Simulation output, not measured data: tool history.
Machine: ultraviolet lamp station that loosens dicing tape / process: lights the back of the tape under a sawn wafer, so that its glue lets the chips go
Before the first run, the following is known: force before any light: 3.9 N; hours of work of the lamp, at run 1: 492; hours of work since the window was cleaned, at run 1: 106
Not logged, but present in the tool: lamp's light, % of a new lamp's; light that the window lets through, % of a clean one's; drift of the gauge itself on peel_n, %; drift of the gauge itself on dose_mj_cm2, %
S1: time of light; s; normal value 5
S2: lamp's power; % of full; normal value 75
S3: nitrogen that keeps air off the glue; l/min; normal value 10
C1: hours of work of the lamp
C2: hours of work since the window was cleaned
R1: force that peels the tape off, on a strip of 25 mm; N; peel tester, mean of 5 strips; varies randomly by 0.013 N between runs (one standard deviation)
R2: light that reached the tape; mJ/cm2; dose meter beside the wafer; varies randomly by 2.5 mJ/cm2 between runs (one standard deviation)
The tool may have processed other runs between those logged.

Run 1, hour 0: usual settings; C1 492; C2 106. Result: R1 0.818 N, R2 248 mJ/cm2.
Run 2, hour 43.1: usual settings but S3 5 l/min; C1 520; C2 134. Result: R1 1.186 N, R2 251 mJ/cm2.
Run 3, hour 125.1: usual settings; C1 573; C2 187. Result: R1 0.882 N, R2 240 mJ/cm2.
Run 4, hour 186.4: usual settings; C1 613; C2 227. Result: R1 0.946 N, R2 229 mJ/cm2.
Run 5, hour 241.7: usual settings; C1 649; C2 264. Result: R1 0.962 N, R2 219 mJ/cm2.
At hour 274.7: window cleaned of glue's vapour.
Run 6, hour 314: usual settings; C1 696; C2 26. Result: R1 1.126 N, R2 204 mJ/cm2.
Run 7, hour 378.4: usual settings but S3 18 l/min; C1 738; C2 68. Result: R1 0.935 N, R2 193 mJ/cm2.
Run 8, hour 436.5: usual settings; C1 776; C2 106. Result: R1 1.196 N, R2 184 mJ/cm2.
Run 9, hour 501.4: usual settings; C1 818; C2 148. Result: R1 1.293 N, R2 176 mJ/cm2.
Run 10, hour 578.2: usual settings; C1 868; C2 198. Result: R1 1.305 N, R2 165 mJ/cm2.
Run 11, hour 627.9: usual settings but S2 63 % of full; C1 901; C2 230. Result: R1 1.687 N, R2 137 mJ/cm2.
At hour 680.5: window cleaned of glue's vapour, once more.
Run 12, hour 707.4: usual settings but S1 8 s, S2 63 % of full; C1 952; C2 18. Result: R1 0.571 N, R2 317 mJ/cm2.
Run 13, hour 754.4: usual settings but S1 9 s, S3 5 l/min; C1 983; C2 48. Result: R1 0.578 N, R2 408 mJ/cm2.
Run 14, hour 807.3: usual settings but S2 72 % of full, S3 9 l/min; C1 1017; C2 83. Result: R1 1.08 N, R2 212 mJ/cm2.
Run 15, hour 865.4: usual settings but S1 3 s, S3 5 l/min; C1 1055; C2 121. Result: R1 2.11 N, R2 127 mJ/cm2.
Run 16, hour 941.3: usual settings but S1 3 s, S3 5 l/min; C1 1105; C2 170. Result: R1 2.186 N, R2 125 mJ/cm2.
Run 17, hour 1002.4: usual settings but S3 4 l/min; C1 1145; C2 210. Result: R1 1.565 N, R2 200 mJ/cm2.
Run 18, hour 1052.9: usual settings but S2 63 % of full, S3 18 l/min; C1 1177; C2 243. Result: R1 1.167 N, R2 159 mJ/cm2.
Run 19, hour 1095.6: usual settings but S1 3 s, S3 13 l/min; C1 1205; C2 271. Result: R1 1.83 N, R2 112 mJ/cm2.

Below are 3 alternative next runs, each starting from the tool's condition after run 19. Predict each:
At hour 1120.7: window cleaned of glue's vapour.
Run A, hour 1160.5: usual settings but S1 3 s, S2 79 % of full, S3 11 l/min; C1 1247; C2 26. Result: R1 ?, R2 ?.
At hour 1120.7: window cleaned of glue's vapour.
Run B, hour 1160.5: usual settings but S1 3 s, S2 83 % of full, S3 15 l/min; C1 1247; C2 26. Result: R1 ?, R2 ?.
At hour 1120.7: window cleaned of glue's vapour.
Run C, hour 1160.5: usual settings but S2 77 % of full, S3 5 l/min; C1 1247; C2 26. Result: R1 ?, R2 ?.

run     R1   R2
  A  1.647  133
  B  1.368  139
  C  1.324  213
Had the tool no hidden state, the same runs would have come out as:
run     R1   R2
  A  1.115  196
  B  0.875  206
  C  0.834  314
